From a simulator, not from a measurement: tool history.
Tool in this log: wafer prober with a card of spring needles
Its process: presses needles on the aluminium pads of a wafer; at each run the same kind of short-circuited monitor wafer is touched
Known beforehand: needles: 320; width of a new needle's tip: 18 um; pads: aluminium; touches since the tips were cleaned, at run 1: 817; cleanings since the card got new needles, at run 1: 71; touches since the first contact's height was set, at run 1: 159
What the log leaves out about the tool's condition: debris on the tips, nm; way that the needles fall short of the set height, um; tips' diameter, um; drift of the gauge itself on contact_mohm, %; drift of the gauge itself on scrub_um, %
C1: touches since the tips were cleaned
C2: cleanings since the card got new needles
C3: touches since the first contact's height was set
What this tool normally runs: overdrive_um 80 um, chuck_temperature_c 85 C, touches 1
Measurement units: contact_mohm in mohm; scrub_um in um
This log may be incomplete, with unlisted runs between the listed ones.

Run 1, hour 0.0: usual settings; C1 817; C2 71; C3 159. Result: contact_mohm 207 mohm, scrub_um 19.32 um.
At hour 4.9: tips cleaned on abrasive film.
At hour 10.7: tips cleaned on abrasive film.
Run 2, hour 11.7: usual settings; C1 499; C2 73; C3 5832. Result: contact_mohm 210 mohm, scrub_um 19.36 um.
At hour 16.3: tips cleaned on abrasive film.
At hour 21.9: tips cleaned on abrasive film.
Run 3, hour 26.3: usual settings but overdrive_um 71 um; C1 2183; C2 75; C3 12897. Result: contact_mohm 214 mohm, scrub_um 17.21 um.
At hour 27.4: tips cleaned on abrasive film.
At hour 32.9: tips cleaned on abrasive film.
Run 4, hour 38.0: usual settings but overdrive_um 81 um; C1 2520; C2 77; C3 18553. Result: contact_mohm 212 mohm, scrub_um 19.86 um.
At hour 39.0: tips cleaned on abrasive film.
At hour 45.0: tips cleaned on abrasive film.
Run 5, hour 48.1: usual settings but overdrive_um 81 um; C1 1511; C2 79; C3 23382. Result: contact_mohm 211 mohm, scrub_um 19.32 um.
At hour 50.7: tips cleaned on abrasive film.
At hour 56.9: tips cleaned on abrasive film.
Run 6, hour 61.0: usual settings but overdrive_um 81 um; C1 2010; C2 81; C3 29640. Result: contact_mohm 208 mohm, scrub_um 19.63 um.
At hour 62.8: tips cleaned on abrasive film.
At hour 68.5: tips cleaned on abrasive film.
Run 7, hour 73.0: usual settings but overdrive_um 81 um; C1 2218; C2 83; C3 35463. Result: contact_mohm 209 mohm, scrub_um 19.73 um.
At hour 74.6: tips cleaned on abrasive film.
At hour 80.7: tips cleaned on abrasive film.
Run 8, hour 82.2: usual settings but overdrive_um 67 um, chuck_temperature_c 44 C, touches 2; C1 763; C2 85; C3 39876. Result: contact_mohm 207 mohm, scrub_um 16.18 um.
At hour 87.0: tips cleaned on abrasive film.
At hour 93.4: tips cleaned on abrasive film.
Run 9, hour 96.4: usual settings but overdrive_um 94 um; C1 1469; C2 87; C3 46749. Result: contact_mohm 210 mohm, scrub_um 23.28 um.
At hour 99.4: tips cleaned on abrasive film.
At hour 105.9: tips cleaned on abrasive film.
Run 10, hour 110.5: usual settings but overdrive_um 86 um, chuck_temperature_c 58 C; C1 2235; C2 89; C3 53574. Result: contact_mohm 204 mohm, scrub_um 20.99 um.

Forecast run 11:
At hour 111.7: tips cleaned on abrasive film.
At hour 117.3: tips cleaned on abrasive film.
Run 11, hour 119.9: usual settings but overdrive_um 78 um, chuck_temperature_c 52 C; C1 1243; C2 91; C3 58079. Result: contact_mohm ?, scrub_um ?.

Logged for run 11: contact_mohm 203 mohm, scrub_um 19.01 um.
If the tool had no hidden condition, the same run with the same run-to-run variation would have returned contact_mohm 202 mohm, scrub_um 19.03 um.
